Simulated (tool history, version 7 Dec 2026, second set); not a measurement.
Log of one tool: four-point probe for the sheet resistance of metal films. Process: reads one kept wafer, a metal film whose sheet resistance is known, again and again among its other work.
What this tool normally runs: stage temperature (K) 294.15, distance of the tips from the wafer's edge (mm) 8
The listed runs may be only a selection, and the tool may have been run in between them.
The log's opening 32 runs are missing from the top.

| run | hour | stage temperature (K) | distance of the tips from the wafer's edge (mm) | sheet resistance as the instrument gives it (ohm/square) |
|---|---|---|---|---|
| 33 | 383.4 | 292.15 | 15 | 0.411834 |
| 34 | 395.5 | 300.15 | 14 | 0.41216 |
| 35 | 403 | 297.15 | 5 | 0.413869 |
| 36 | 415.3 | 299.15 | 22 | 0.41179 |
| 37 | 424.6 | 292.15 | 8 | 0.4124 |
| 38 | 436.2 | 292.15 | 8 | 0.412381 |
| 39 | 446.8 | 292.15 | 14 | 0.411751 |
| 40 | 461.4 | 301.15 | 12 | 0.412082 |
| 41 | 476.4 | 295.15 | 15 | 0.411845 |
| 42 | 492.4 | 306.15 | 28 | 0.411909 |
| 43 | 501.1 | 293.15 | 5 | 0.413659 |
| 44 | 510.1 | 296.15 | 6 | 0.412956 |
| 45 | 526.9 | 299.15 | 23 | 0.41161 |

Each row is a separate what-if for the run after 45, all from the same tool condition, not one after another. Results?
| A | 536.3 | 297.15 | 12 | ? |
| B | 536.3 | 300.15 | 67 | ? |
| C | 536.3 | 297.15 | 7 | ? |

| run | sheet resistance as the instrument gives it (ohm/square) |
|---|---|
| A | 0.411836 |
| B | 0.41167 |
| C | 0.412556 |
Take away the tool's hidden state, keep each run's random variation, and the runs would have read:
| run | sheet resistance as the instrument gives it (ohm/square) |
|---|---|
| A | 0.414541 |
| B | 0.414373 |
| C | 0.415265 |
